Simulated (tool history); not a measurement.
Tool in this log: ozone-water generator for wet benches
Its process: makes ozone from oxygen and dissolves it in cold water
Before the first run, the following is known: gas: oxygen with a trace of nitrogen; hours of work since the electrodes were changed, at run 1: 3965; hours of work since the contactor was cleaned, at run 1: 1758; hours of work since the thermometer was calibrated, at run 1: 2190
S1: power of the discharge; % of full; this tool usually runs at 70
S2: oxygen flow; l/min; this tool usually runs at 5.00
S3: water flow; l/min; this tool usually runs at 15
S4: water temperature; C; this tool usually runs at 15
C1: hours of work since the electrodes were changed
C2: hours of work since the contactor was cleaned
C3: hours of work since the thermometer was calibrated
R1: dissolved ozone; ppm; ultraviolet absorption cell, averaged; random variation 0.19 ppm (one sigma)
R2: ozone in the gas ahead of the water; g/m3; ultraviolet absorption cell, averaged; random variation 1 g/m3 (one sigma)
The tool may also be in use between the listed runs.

run    hour  S1    S2  S3  S4    C1    C2    C3    R1     R2
  1     0.0  70  5.00  15  15  3965  1758  2190  21.7  150.8
  2   123.1  70  5.00  15  15  4081  1874  2306  21.4  150.9
  3   258.1  70  7.50  15  15  4208  2001  2433  21.2  123.0
  4   404.6  70  5.00  15  15  4346  2139  2571  21.4  148.9
  5   568.1  70  7.58  15  15  4500  2293  2725  20.6  120.4
  6   690.9  70  5.00  15  15  4616  2409  2841  21.0  147.7
  7   811.2  70  5.00  15  15  4729  2522  2954  20.5  148.0
  8   909.5  70  5.00  15  15  4821  2614  3046  20.6  143.9
  9  1022.6  70  5.00  15  17  4928  2721  3153  19.8  144.6
 10  1173.3  70  5.00  15   8  5070  2863  3295  22.8  144.6
     1241.4  -- water thermometer calibrated
 11  1250.2  70  5.00  15   8  5142  2935     8  22.7  141.7
 12  1325.3  70  5.00  15  19  5212  3006    79  19.1  142.8
 13  1434.7  70  5.00  15  19  5315  3109   182  18.8  142.6
 14  1509.4  70  5.00  10   8  5386  3179   252  29.0  141.0
 15  1663.4  70  5.00  10   8  5531  3324   397  28.8  141.0
 16  1786.8  70  5.00  10   8  5647  3440   513  28.1  138.6
 17  1863.2  70  5.00  10   8  5719  3512   585  28.5  138.8
 18  2024.8  70  8.48  11  10  5871  3664   738  24.5  105.2
 19  2113.8  70  8.48  11  10  5955  3748   821  24.3  105.1
 20  2184.5  70  8.48  11  10  6021  3814   888  23.9  104.6
 21  2304.5  70  8.48  20  10  6134  3927  1001  17.1  105.2
 22  2388.7  68  8.48  15  10  6214  4007  1080  20.1  102.1
 23  2525.1  68  5.44  12  14  6342  4135  1209  21.8  127.9

Each run again, without the hidden state but with its own random variation kept:
Hidden state at play: yield of the discharge, % of new electrodes'; contactor's efficiency, % of a clean one's; true water temperature over the reading, C; drift of the gauge itself on ozone_ppm, %; drift of the gauge itself on gas_g_m3, %.
run    R1     R2
  1  26.4  179.6
  2  26.2  180.5
  3  26.1  148.0
  4  26.6  180.5
  5  25.8  147.0
  6  26.6  181.1
  7  26.1  182.6
  8  26.4  178.7
  9  25.4  180.3
 10  29.6  181.5
 11  29.5  178.7
 12  24.9  180.5
 13  24.7  181.1
 14  38.0  180.0
 15  38.0  180.9
 16  37.3  179.3
 17  38.0  180.1
 18  33.1  137.6
 19  33.0  138.1
 20  32.6  137.7
 21  23.7  139.0
 22  27.7  135.4
 23  30.2  170.1
